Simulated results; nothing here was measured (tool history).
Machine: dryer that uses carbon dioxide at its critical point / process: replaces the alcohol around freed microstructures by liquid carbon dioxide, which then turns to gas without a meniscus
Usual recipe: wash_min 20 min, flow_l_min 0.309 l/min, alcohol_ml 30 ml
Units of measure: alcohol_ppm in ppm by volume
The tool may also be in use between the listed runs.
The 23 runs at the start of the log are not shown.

run	day	wash_min	flow_l_min	alcohol_ml	hours of work since the filter was changed	hours of work since the purifier's bed was changed	alcohol_ppm
24	7.875	20	0.383	30	171	84	81
25	8.071	12	0.194	79	173	86	12791
26	8.400	20	0.229	118	176	89	3274
27	8.775	18	0.490	53	179	93	60
28	9.129	23	0.460	53	182	96	25
29	9.325	18	0.230	26	184	98	1076
30	9.662	18	0.230	26	187	101	1083
31	9.988	20	0.402	30	190	104	60
32	10.392	20	0.402	30	194	107	69
# day 10.533: inlet filter changed
33	10.875	26	0.240	30	3	111	107
34	11.308	29	0.207	112	7	115	495
35	11.579	29	0.207	112	9	118	491
36	11.900	25	0.342	30	12	120	29
37	12.300	17	0.222	26	16	124	857
38	12.717	20	0.394	24	20	128	36
39	13.104	20	0.210	30	23	131	712
40	13.438	18	0.230	20	26	134	507
41	13.658	26	0.208	47	28	136	382
42	14.025	29	0.191	31	31	140	247
43	14.429	13	0.342	33	35	143	628
44	14.775	20	0.448	29	38	146	25
45	15.021	20	0.506	72	41	149	20
46	15.446	16	0.239	70	44	152	2402

Here are 4 independent what-if runs from the current tool condition. What would each one return?
A	15.667	24	0.434	70	46	154	?
B	15.667	29	0.250	70	46	154	?
C	15.667	20	0.365	30	46	154	?
D	15.667	19	0.309	104	46	154	?

run	alcohol_ppm
A	11
B	125
C	56
D	578
Take away the tool's hidden state, keep each run's random variation, and the runs would have read:
run	alcohol_ppm
A	0
B	88
C	36
D	452
